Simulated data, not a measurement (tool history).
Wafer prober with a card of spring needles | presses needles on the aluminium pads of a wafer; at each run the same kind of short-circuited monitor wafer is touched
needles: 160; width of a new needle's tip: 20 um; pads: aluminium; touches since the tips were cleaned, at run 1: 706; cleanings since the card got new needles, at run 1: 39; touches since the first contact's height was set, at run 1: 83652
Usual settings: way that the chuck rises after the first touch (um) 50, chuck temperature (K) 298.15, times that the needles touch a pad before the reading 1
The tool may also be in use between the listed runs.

run   hour  way that the chuck rises after the first touch (um)  chuck temperature (K)  times that the needles touch a pad before the reading  touches since the tips were cleaned  cleanings since the card got new needles  touches since the first contact's height was set  resistance of one needle with its contact and lead (mohm)  way that a needle slides on the pad (um)
  1    0.0                                                   50                 298.15                                                      1                                  706                                        39                                             83652                                                        321                                      6.49
  2   16.3                                                   50                 298.15                                                      1                                 4707                                        39                                             87653                                                        437                                      6.53
      21.1  -- tips cleaned on abrasive film
  3   30.4                                                   50                 298.15                                                      1                                 2262                                        40                                             91055                                                        562                                      6.38
      44.2  -- tips cleaned on abrasive film
  4   52.0                                                   50                 298.15                                                      1                                 1916                                        41                                             96333                                                        368                                      6.32
      67.3  -- tips cleaned on abrasive film
  5   77.5                                                   50                 298.15                                                      1                                 2494                                        42                                            102534                                                        400                                      6.49
      89.8  -- tips cleaned on abrasive film
  6   97.0                                                   50                 298.15                                                      1                                 1761                                        43                                            107287                                                        370                                      6.30
     107.2  -- tips cleaned on abrasive film, once more
  7  122.2                                                   50                 298.15                                                      1                                 3669                                        44                                            113440                                                        431                                      6.30
     129.5  -- tips cleaned on abrasive film
     152.0  -- tips cleaned on abrasive film
  8  152.6                                                   49                 298.15                                                      1                                  162                                        46                                            120835                                                        305                                      6.21
     176.1  -- tips cleaned on abrasive film
  9  183.2                                                   50                 298.15                                                      1                                 1752                                        47                                            128299                                                        372                                      6.38
     200.3  -- tips cleaned on abrasive film
 10  209.0                                                   50                 298.15                                                      1                                 2132                                        48                                            134585                                                        386                                      6.28
     223.2  -- tips cleaned on abrasive film
 11  225.3                                                   50                 298.15                                                      1                                  509                                        49                                            138544                                                        315                                      6.31
 12  239.9                                                   50                 298.15                                                      1                                 4086                                        49                                            142121                                                        439                                      6.31
     246.0  -- tips cleaned on abrasive film
 13  253.8                                                   50                 298.15                                                      1                                 1899                                        50                                            145494                                                        384                                      6.29
     268.3  -- tips cleaned on abrasive film
 14  273.4                                                   50                 298.15                                                      1                                 1256                                        51                                            150265                                                        357                                      6.26
     290.4  -- tips cleaned on abrasive film
 15  302.7                                                   50                 298.15                                                      1                                 3010                                        52                                            157417                                                        427                                      6.26
     314.8  -- tips cleaned on abrasive film
 16  321.2                                                   50                 298.15                                                      1                                 1581                                        53                                            161928                                                        363                                      6.24
     328.5  -- height of the first contact set anew
     337.4  -- tips cleaned on abrasive film
 17  344.4                                                   59                 338.15                                                      2                                 1719                                        54                                              3861                                                        317                                      7.92
     361.5  -- tips cleaned on abrasive film
 18  364.0                                                   41                 366.15                                                      2                                  612                                        55                                              8648                                                        332                                      5.49
 19  380.8                                                   41                 366.15                                                      2                                 4725                                        55                                             12761                                                        433                                      5.49
     383.7  -- tips cleaned on abrasive film
 20  397.3                                                   41                 366.15                                                      2                                 3340                                        56                                             16766                                                        403                                      5.39
     407.9  -- tips cleaned on abrasive film
 21  410.0                                                   50                 301.15                                                      1                                  522                                        57                                             19846                                                        314                                      6.61
 22  427.3                                                   50                 325.15                                                      3                                 4747                                        57                                             24071                                                        341                                      6.58
     431.2  -- tips cleaned on abrasive film
 23  447.7                                                   50                 325.15                                                      3                                 4059                                        58                                             29060                                                        331                                      6.52
     454.5  -- tips cleaned on abrasive film
 24  470.2                                                   32                 359.15                                                      1                                 3844                                        59                                             34539                                                        628                                      4.18
     478.3  -- tips cleaned on abrasive film
 25  485.6                                                   50                 303.15                                                      2                                 1797                                        60                                             38276                                                        334                                      6.59
     502.2  -- tips cleaned on abrasive film
 26  511.7                                                   50                 303.15                                                      2                                 2324                                        61                                             44633                                                        340                                      6.52
     525.1  -- tips cleaned on abrasive film
 27  531.4                                                   50                 309.15                                                      2                                 1558                                        62                                             49441                                                        331                                      6.52

Forecast run 28:
     549.4  -- tips cleaned on abrasive film
 28  554.0                                                   34                 349.15                                                      2                                 1124                                        63                                             54933                                                          ?                                         ?

Run 28 gave resistance of one needle with its contact and lead (mohm) 389, way that a needle slides on the pad (um) 4.42.
Without the tool's hidden state the same run would have given resistance of one needle with its contact and lead (mohm) 299, way that a needle slides on the pad (um) 4.54.
